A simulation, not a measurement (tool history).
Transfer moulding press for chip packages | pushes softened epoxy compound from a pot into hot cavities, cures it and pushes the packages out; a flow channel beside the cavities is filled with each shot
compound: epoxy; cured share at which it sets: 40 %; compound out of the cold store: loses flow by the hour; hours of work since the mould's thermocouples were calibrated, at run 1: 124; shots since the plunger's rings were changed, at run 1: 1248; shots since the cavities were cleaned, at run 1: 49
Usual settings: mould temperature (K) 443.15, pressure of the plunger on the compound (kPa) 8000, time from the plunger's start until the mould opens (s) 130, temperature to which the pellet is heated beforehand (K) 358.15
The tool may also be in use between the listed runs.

run     day  mould temperature (K)  pressure of the plunger on the compound (kPa)  time from the plunger's start until the mould opens (s)  temperature to which the pellet is heated beforehand (K)  hours of work since the mould's thermocouples were calibrated  shots since the plunger's rings were changed  shots since the cavities were cleaned  incoming compound's hours out of the cold store  length that the compound runs in the flow channel (mm)  greatest force on the pins that push the packages out (N)
  1       0                 443.15                                           8000                                                      130                                                    358.15                                                            124                                          1248                                     49                                             24.9                                                     970                                                        234
  2    3.05                 440.15                                           8000                                                      130                                                    358.15                                                            161                                          1802                                    603                                              8.9                                                    1022                                                        405
  3   5.812                 440.15                                           8000                                                      130                                                    358.15                                                            195                                          2303                                   1104                                             42.6                                                     929                                                        439
      6.754  -- cavities cleaned with cleaning compound and waxed
  4   9.604                 440.15                                           8000                                                      130                                                    358.15                                                            240                                          2979                                    517                                             38.6                                                     925                                                        489
  5  12.625                 440.15                                           8000                                                      130                                                    358.15                                                            277                                          3528                                   1066                                             45.2                                                     889                                                        454
     13.517  -- cavities cleaned with cleaning compound and waxed
     16.396  -- cavities cleaned with cleaning compound and waxed, once more
  6  16.662                 443.15                                           8000                                                      130                                                    358.15                                                            324                                          4238                                     48                                             46.7                                                     879                                                        228
     18.212  -- plunger's sealing rings changed
  7  19.808                 443.15                                           8000                                                      130                                                    358.15                                                            361                                           290                                    600                                             26.1                                                     969                                                        327
  8  22.992                 443.15                                           8000                                                      130                                                    358.15                                                            400                                           867                                   1177                                             34.6                                                     948                                                        378
     23.454  -- cavities cleaned with cleaning compound and waxed
  9  25.275                 443.15                                           8000                                                      130                                                    358.15                                                            427                                          1270                                    330                                             23.9                                                     957                                                        291
     26.792  -- mould's thermocouples calibrated
 10  27.133                 443.15                                           8000                                                      130                                                    358.15                                                              4                                          1593                                    653                                             46.6                                                     925                                                        344
 11  29.683                 443.15                                           8000                                                      130                                                    358.15                                                             35                                          2056                                   1116                                             46.5                                                     905                                                        359
     30.208  -- cavities cleaned with cleaning compound and waxed
 12  31.796                 443.15                                           8000                                                      130                                                    358.15                                                             60                                          2428                                    288                                             32.7                                                     935                                                        285
 13  35.046                 443.15                                           8000                                                      130                                                    358.15                                                            100                                          3018                                    878                                             33.8                                                     917                                                        365
     37.142  -- cavities cleaned with cleaning compound and waxed
 14  39.225                 443.15                                           8000                                                      130                                                    358.15                                                            150                                          3765                                    378                                             36.5                                                     913                                                        284
 15  42.858                 443.15                                           8000                                                      130                                                    358.15                                                            194                                          4423                                   1036                                             10.1                                                     957                                                        377
     43.462  -- plunger's sealing rings changed
     44.183  -- cavities cleaned with cleaning compound and waxed
 16  45.971                 444.15                                           7490                                                      112                                                    366.15                                                            230                                           445                                    325                                             23.6                                                     952                                                        355
 17  49.171                 438.15                                           7490                                                      143                                                    349.15                                                            269                                          1025                                    905                                             31.5                                                     962                                                        430

The next listed run, before its measurement:
      51.05  -- cavities cleaned with cleaning compound and waxed
 18  52.279                 447.15                                           8000                                                      130                                                    358.15                                                            306                                          1578                                    224                                             27.6                                                       ?                                                          ?

{"run 18": {"length that the compound runs in the flow channel (mm)": 951, "greatest force on the pins that push the packages out (N)": 230}}
Without the tool's hidden state the same run would have given length that the compound runs in the flow channel (mm) 976, greatest force on the pins that push the packages out (N) 180.
